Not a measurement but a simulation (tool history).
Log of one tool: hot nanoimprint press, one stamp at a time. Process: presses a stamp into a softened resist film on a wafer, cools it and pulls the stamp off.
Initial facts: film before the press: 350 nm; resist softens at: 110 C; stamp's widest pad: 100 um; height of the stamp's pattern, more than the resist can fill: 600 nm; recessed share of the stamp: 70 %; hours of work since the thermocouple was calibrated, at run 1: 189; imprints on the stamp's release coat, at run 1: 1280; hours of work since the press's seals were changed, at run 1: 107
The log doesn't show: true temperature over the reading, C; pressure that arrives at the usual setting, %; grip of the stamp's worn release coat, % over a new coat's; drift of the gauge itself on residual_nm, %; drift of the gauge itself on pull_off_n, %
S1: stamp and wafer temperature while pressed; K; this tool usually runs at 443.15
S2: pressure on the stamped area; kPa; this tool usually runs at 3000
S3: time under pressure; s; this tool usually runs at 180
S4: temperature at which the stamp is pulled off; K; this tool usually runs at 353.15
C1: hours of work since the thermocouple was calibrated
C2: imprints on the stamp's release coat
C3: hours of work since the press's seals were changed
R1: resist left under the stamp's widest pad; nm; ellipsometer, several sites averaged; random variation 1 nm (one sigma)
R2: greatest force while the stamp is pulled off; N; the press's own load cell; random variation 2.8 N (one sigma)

run   hour      S1    S2   S3      S4   C1    C2   C3     R1   R2
  1      0  443.15  3000  180  353.15  189  1280  107  161.5  159
  2   13.9  443.15  3000  180  353.15  199  1325  117  164.3  153
  3   29.1  443.15  3000  180  353.15  210  1374  128  166.1  164
  4     52  443.15  3230  180  353.15  227  1447  145  162.3  164
  5   70.2  443.15  3230  180  353.15  240  1505  158  160.7  164
      87.3  -- stamp cleaned and given a new release coat
  6   87.3  443.15  4240  180  353.15  248     0  167  143.8  139
       109  -- plate thermocouple calibrated
  7  116.2  443.15  4240  180  353.15    5    83  186  133.9  140
  8  138.3  443.15  3000  180  353.15   21   153  202  156.1  134
  9  153.8  443.15  3000  180  353.15   33   203  213  156.8  138
 10  168.7  443.15  3000  180  353.15   44   251  224  156.3  132
 11  183.9  443.15  3000  180  353.15   55   299  235  155.8  137
 12  197.6  443.15  3000  180  353.15   65   343  245  157.1  148
 13  212.8  443.15  3000  180  353.15   76   392  256  156.6  140
 14  229.2  443.15  3000  113  353.15   88   445  268    187  138
 15  243.9  443.15  3000  113  353.15   99   492  279  189.6  137
 16    261  450.15  3000  109  353.15  111   547  291  132.8  148

What will run 17 give?
 17  278.6  450.15  3000  109  353.15  124  603  304   ?   ?

{"run 17": {"R1": 135.8, "R2": 152}}
Minus the tool's unlogged condition, the same run would have read R1 130.9 nm, R2 139 N.

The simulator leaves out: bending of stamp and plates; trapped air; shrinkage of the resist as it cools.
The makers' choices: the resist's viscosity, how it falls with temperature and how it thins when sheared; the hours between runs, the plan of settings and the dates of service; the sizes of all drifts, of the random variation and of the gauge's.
